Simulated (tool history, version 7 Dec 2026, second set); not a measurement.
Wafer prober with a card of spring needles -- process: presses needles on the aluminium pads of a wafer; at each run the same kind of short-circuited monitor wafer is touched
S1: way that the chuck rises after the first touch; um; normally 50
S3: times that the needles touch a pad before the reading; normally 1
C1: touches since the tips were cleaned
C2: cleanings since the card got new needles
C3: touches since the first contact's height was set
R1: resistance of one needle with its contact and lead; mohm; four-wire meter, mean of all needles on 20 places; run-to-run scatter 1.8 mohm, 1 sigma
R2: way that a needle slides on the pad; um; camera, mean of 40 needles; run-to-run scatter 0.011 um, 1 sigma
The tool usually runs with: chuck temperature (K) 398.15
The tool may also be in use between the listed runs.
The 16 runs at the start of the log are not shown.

run 17 day=4.496 | S1=50 chuck_temperature_(K)=398.15 S3=3 | C1=3262 C2=21 C3=11772 | R1=233 R2=7.77
-- day=4.788 tips cleaned on abrasive film
run 18 day=4.9 | S1=50 chuck_temperature_(K)=398.15 S3=3 | C1=1089 C2=22 C3=15589 | R1=210 R2=7.74
run 19 day=5.283 | S1=45 chuck_temperature_(K)=398.15 S3=2 | C1=4767 C2=22 C3=19267 | R1=301 R2=6.98
-- day=5.408 tips cleaned on abrasive film
run 20 day=5.467 | S1=55 chuck_temperature_(K)=398.15 S3=1 | C1=569 C2=23 C3=20978 | R1=210 R2=8.54
run 21 day=5.662 | S1=50 chuck_temperature_(K)=311.15 S3=2 | C1=2419 C2=23 C3=22828 | R1=233 R2=7.75
run 22 day=5.996 | S1=58 chuck_temperature_(K)=336.15 S3=1 | C1=5632 C2=23 C3=26041 | R1=312 R2=8.99
-- day=6.025 tips cleaned on abrasive film
run 23 day=6.275 | S1=50 chuck_temperature_(K)=398.15 S3=2 | C1=2362 C2=24 C3=28651 | R1=239 R2=7.76
run 24 day=6.45 | S1=32 chuck_temperature_(K)=398.15 S3=2 | C1=4031 C2=24 C3=30320 | R1=387 R2=4.94
-- day=6.638 tips cleaned on abrasive film
run 25 day=6.771 | S1=69 chuck_temperature_(K)=333.15 S3=1 | C1=1288 C2=25 C3=33387 | R1=209 R2=10.71
run 26 day=7.138 | S1=64 chuck_temperature_(K)=317.15 S3=2 | C1=4791 C2=25 C3=36890 | R1=233 R2=9.93
-- day=7.258 tips cleaned on abrasive film
run 27 day=7.554 | S1=55 chuck_temperature_(K)=331.15 S3=1 | C1=2824 C2=26 C3=40807 | R1=280 R2=8.51
-- day=7.879 tips cleaned on abrasive film
run 28 day=7.971 | S1=50 chuck_temperature_(K)=334.15 S3=3 | C1=897 C2=27 C3=44788 | R1=198 R2=7.71
run 29 day=8.246 | S1=50 chuck_temperature_(K)=334.15 S3=3 | C1=3498 C2=27 C3=47389 | R1=230 R2=7.72
-- day=8.483 tips cleaned on abrasive film
run 30 day=8.596 | S1=50 chuck_temperature_(K)=334.15 S3=2 | C1=1064 C2=28 C3=50701 | R1=209 R2=7.69
run 31 day=8.817 | S1=50 chuck_temperature_(K)=315.15 S3=2 | C1=3189 C2=28 C3=52826 | R1=252 R2=7.71
-- day=9.096 tips cleaned on abrasive film
run 32 day=9.117 | S1=33 chuck_temperature_(K)=349.15 S3=2 | C1=194 C2=29 C3=55645 | R1=226 R2=5.06
run 33 day=9.483 | S1=34 chuck_temperature_(K)=361.15 S3=1 | C1=3708 C2=29 C3=59159 | R1=467 R2=5.22
-- day=9.712 tips cleaned on abrasive film
run 34 day=9.888 | S1=65 chuck_temperature_(K)=332.15 S3=2 | C1=1710 C2=30 C3=63008 | R1=203 R2=10.04

Below are 3 alternative next runs, each starting from the tool's condition after run 34. Predict each:
run A day=10.2 | S1=70 chuck_temperature_(K)=332.15 S3=2 | C1=4667 C2=30 C3=65965 | R1=? R2=?
run B day=10.2 | S1=39 chuck_temperature_(K)=299.15 S3=2 | C1=4667 C2=30 C3=65965 | R1=? R2=?
run C day=10.2 | S1=58 chuck_temperature_(K)=339.15 S3=2 | C1=4667 C2=30 C3=65965 | R1=? R2=?

run=A R1=219 R2=10.81
run=B R1=342 R2=5.99
run=C R1=246 R2=8.95
With the hidden condition removed and each run's random variation left untouched, the same runs would have given:
run=A R1=163 R2=10.91
run=B R1=174 R2=6.09
run=C R1=169 R2=9.04
